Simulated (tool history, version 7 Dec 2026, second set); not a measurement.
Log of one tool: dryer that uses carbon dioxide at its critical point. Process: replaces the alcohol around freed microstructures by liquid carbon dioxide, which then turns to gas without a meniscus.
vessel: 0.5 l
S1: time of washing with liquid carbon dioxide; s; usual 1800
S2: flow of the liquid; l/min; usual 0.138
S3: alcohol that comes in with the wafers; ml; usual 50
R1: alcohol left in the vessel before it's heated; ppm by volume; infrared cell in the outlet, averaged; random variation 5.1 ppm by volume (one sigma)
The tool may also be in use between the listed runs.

| run | hour | S1 | S2 | S3 | R1 |
|---|---|---|---|---|---|
| 1 | 0 | 1800 | 0.138 | 50 | 99 |
| 2 | 16.9 | 1800 | 0.138 | 50 | 105 |
| 3 | 30.6 | 1800 | 0.138 | 50 | 105 |
| 4 | 42.6 | 1800 | 0.138 | 102 | 170 |
| 5 | 65.5 | 1800 | 0.138 | 50 | 112 |
| 6 | 76.8 | 1800 | 0.138 | 50 | 108 |
| 7 | 96.1 | 1800 | 0.138 | 50 | 109 |
| 8 | 107.2 | 1800 | 0.138 | 50 | 103 |
| 9 | 120.2 | 1800 | 0.138 | 50 | 116 |
| 10 | 136.2 | 1800 | 0.138 | 50 | 120 |
| 11 | 158.2 | 1800 | 0.138 | 50 | 123 |
| 12 | 169.1 | 1800 | 0.138 | 50 | 109 |
| 13 | 183.2 | 1800 | 0.138 | 50 | 126 |
| 14 | 197.8 | 1800 | 0.138 | 50 | 132 |
| 15 | 220.2 | 2760 | 0.138 | 50 | 61 |
| 16 | 239.4 | 2760 | 0.138 | 50 | 64 |
| 17 | 261.4 | 2760 | 0.138 | 50 | 63 |
| 18 | 273.5 | 1800 | 0.138 | 50 | 142 |
| 19 | 295.3 | 2700 | 0.138 | 50 | 68 |
| 20 | 307.2 | 2700 | 0.138 | 50 | 63 |
| 21 | 326.6 | 1800 | 0.138 | 50 | 138 |
| 22 | 341.9 | 1260 | 0.138 | 50 | 721 |
| 23 | 358.9 | 1200 | 0.091 | 37 | 3286 |
| 24 | 375 | 1320 | 0.093 | 37 | 2199 |
| 25 | 391.1 | 1140 | 0.085 | 72 | 8881 |
| 26 | 414.6 | 1800 | 0.137 | 49 | 141 |
| 27 | 433.1 | 1800 | 0.084 | 49 | 1388 |
| 28 | 454.1 | 1800 | 0.084 | 49 | 1402 |
| 29 | 477.3 | 1920 | 0.084 | 73 | 1546 |
| 30 | 487.5 | 1920 | 0.084 | 73 | 1587 |
|  | 500.6 | inlet filter changed |
| 31 | 500.6 | 1680 | 0.211 | 31 | 78 |
| 32 | 513.4 | 1860 | 0.085 | 50 | 824 |
| 33 | 525.5 | 1860 | 0.085 | 50 | 829 |
| 34 | 544.2 | 1860 | 0.085 | 50 | 866 |
| 35 | 557.6 | 1800 | 0.138 | 75 | 152 |
| 36 | 572.1 | 1800 | 0.183 | 75 | 96 |
| 37 | 586.2 | 1080 | 0.161 | 46 | 510 |
| 38 | 604.2 | 1080 | 0.161 | 46 | 519 |
| 39 | 622.1 | 1080 | 0.161 | 46 | 518 |
| 40 | 638.4 | 1080 | 0.161 | 66 | 745 |
| 41 | 651.1 | 2100 | 0.22 | 103 | 95 |

4 ways to go on from here, each from the tool as it stands after run 41. What would each give?
| A | 663 | 1440 | 0.138 | 94 | ? |
| B | 663 | 2100 | 0.192 | 77 | ? |
| C | 663 | 2100 | 0.225 | 47 | ? |
| D | 663 | 1440 | 0.122 | 81 | ? |

| run | R1 |
|---|---|
| A | 518 |
| B | 86 |
| C | 85 |
| D | 830 |
Without the tool's hidden state the same runs would have given:
| run | R1 |
|---|---|
| A | 395 |
| B | 5 |
| C | 3 |
| D | 685 |

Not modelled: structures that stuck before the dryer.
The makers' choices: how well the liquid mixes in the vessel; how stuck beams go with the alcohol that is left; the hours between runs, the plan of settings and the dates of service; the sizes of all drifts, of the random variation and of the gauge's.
